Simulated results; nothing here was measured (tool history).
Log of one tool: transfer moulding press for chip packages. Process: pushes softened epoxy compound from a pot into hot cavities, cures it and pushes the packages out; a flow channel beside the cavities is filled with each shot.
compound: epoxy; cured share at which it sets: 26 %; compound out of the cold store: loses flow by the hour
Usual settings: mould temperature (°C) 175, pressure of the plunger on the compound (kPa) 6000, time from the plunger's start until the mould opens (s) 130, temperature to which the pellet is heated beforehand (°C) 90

run	hour	mould temperature (°C)	pressure of the plunger on the compound (kPa)	time from the plunger's start until the mould opens (s)	temperature to which the pellet is heated beforehand (°C)	incoming compound's hours out of the cold store	length that the compound runs in the flow channel (mm)	greatest force on the pins that push the packages out (N)
1	0	175	6000	130	90	29.4	867	309
2	55.6	175	6000	130	90	26.4	884	306
3	113.3	175	6000	130	87	46.8	774	298
4	168.1	175	6000	130	87	35.9	828	299
5	236.4	175	6000	130	87	12.8	972	315
6	304.3	175	6000	149	87	11.1	984	279
7	365.2	175	6000	149	87	44.2	784	252
8	431.7	175	6000	149	87	46.1	778	259
9	496.3	175	6000	149	87	15.7	954	270
10	562	175	6000	149	87	15.8	950	272
11	590.9	175	6000	130	90	20.8	921	312
12	630.9	175	6000	130	90	28.6	877	299
13	692.2	175	5810	130	90	17.4	931	304
14	742.7	175	6000	130	85	12	975	313
15	800.5	175	5370	149	97	34.1	788	262
16	837.1	175	7360	111	97	30.9	953	392
17	902.5	175	7360	111	97	32.9	939	380
18	961.7	175	7360	111	97	14.2	1058	408
19	1009	183	5130	141	94	47.5	707	248
20	1040.1	183	5130	141	94	14	879	248
21	1070.3	177	6900	168	90	40.6	867	251
22	1108.8	175	4970	155	90	21.4	839	264
23	1144.1	175	5770	161	82	38.5	797	270
24	1177.7	175	5770	161	82	28.1	865	272
25	1240.9	172	5770	118	99	39.9	795	408
26	1281.7	172	5770	168	95	8.4	989	277
27	1345.8	172	5730	168	87	25.6	876	271
28	1409.3	172	5730	168	87	33	839	258

Taken out of this log: 16 entries between the listed runs. Where each belongs, and how the hidden state differs across it:
Between runs 1 and 2: mould's thermocouples calibrated (hour 50.3)
  true mould temperature over the reading, C: 0.02 -> -0.01; pressure that reaches the compound, % of what is set: 99.86 -> 99.84; grip of the stained cavities, % over clean ones': 0 -> 0.7
Between runs 2 and 3: cavities cleaned with cleaning compound and waxed (hour 113.3)
  pressure that reaches the compound, % of what is set: 99.84 -> 99.81; grip of the stained cavities, % over clean ones': 0.7 -> 0
Between runs 4 and 5: cavities cleaned with cleaning compound and waxed (hour 224.1)
  pressure that reaches the compound, % of what is set: 99.78 -> 99.76; grip of the stained cavities, % over clean ones': 0.7 -> 0.3
Between runs 6 and 7: cavities cleaned with cleaning compound and waxed (hour 331)
  true mould temperature over the reading, C: -0.01 -> 0; pressure that reaches the compound, % of what is set: 99.73 -> 99.7; grip of the stained cavities, % over clean ones': 0.9 -> 0.5
Between runs 7 and 8: plunger's sealing rings changed (hour 375.7)
  pressure that reaches the compound, % of what is set: 99.7 -> 99.97; grip of the stained cavities, % over clean ones': 0.5 -> 1
Between runs 8 and 9: cavities cleaned with cleaning compound and waxed (hour 443.9)
  pressure that reaches the compound, % of what is set: 99.97 -> 99.94; grip of the stained cavities, % over clean ones': 1 -> 0.7
Between runs 9 and 10: cavities cleaned with cleaning compound and waxed (hour 552.2)
  pressure that reaches the compound, % of what is set: 99.94 -> 99.91; grip of the stained cavities, % over clean ones': 0.7 -> 0.2
Between runs 12 and 13: cavities cleaned with cleaning compound and waxed (hour 662.3)
  pressure that reaches the compound, % of what is set: 99.88 -> 99.85; grip of the stained cavities, % over clean ones': 0.9 -> 0.5
Between runs 14 and 15: cavities cleaned with cleaning compound and waxed (hour 772.3)
  pressure that reaches the compound, % of what is set: 99.83 -> 99.8; grip of the stained cavities, % over clean ones': 0.9 -> 0.4
Between runs 16 and 17: cavities cleaned with cleaning compound and waxed (hour 882.9)
  pressure that reaches the compound, % of what is set: 99.78 -> 99.76; grip of the stained cavities, % over clean ones': 0.8 -> 0.3
Between runs 18 and 19: cavities cleaned with cleaning compound and waxed (hour 991.1)
  pressure that reaches the compound, % of what is set: 99.73 -> 99.71; grip of the stained cavities, % over clean ones': 0.9 -> 0.2
Between runs 20 and 21: plunger's sealing rings changed (hour 1048.9)
  pressure that reaches the compound, % of what is set: 99.69 -> 99.98; grip of the stained cavities, % over clean ones': 0.6 -> 0.9
Between runs 21 and 22: cavities cleaned with cleaning compound and waxed (hour 1105.1)
  pressure that reaches the compound, % of what is set: 99.98 -> 99.97; grip of the stained cavities, % over clean ones': 0.9 -> 0.1
Between runs 24 and 25: cavities cleaned with cleaning compound and waxed (hour 1215.7)
  pressure that reaches the compound, % of what is set: 99.94 -> 99.91; grip of the stained cavities, % over clean ones': 0.9 -> 0.4
Between runs 25 and 26: mould's thermocouples calibrated (hour 1258.5)
  true mould temperature over the reading, C: 0.01 -> -0.01; pressure that reaches the compound, % of what is set: 99.91 -> 99.89; grip of the stained cavities, % over clean ones': 0.4 -> 0.8
Between runs 26 and 27: cavities cleaned with cleaning compound and waxed (hour 1325.4)
  true mould temperature over the reading, C: -0.01 -> 0; pressure that reaches the compound, % of what is set: 99.89 -> 99.86; grip of the stained cavities, % over clean ones': 0.8 -> 0.4

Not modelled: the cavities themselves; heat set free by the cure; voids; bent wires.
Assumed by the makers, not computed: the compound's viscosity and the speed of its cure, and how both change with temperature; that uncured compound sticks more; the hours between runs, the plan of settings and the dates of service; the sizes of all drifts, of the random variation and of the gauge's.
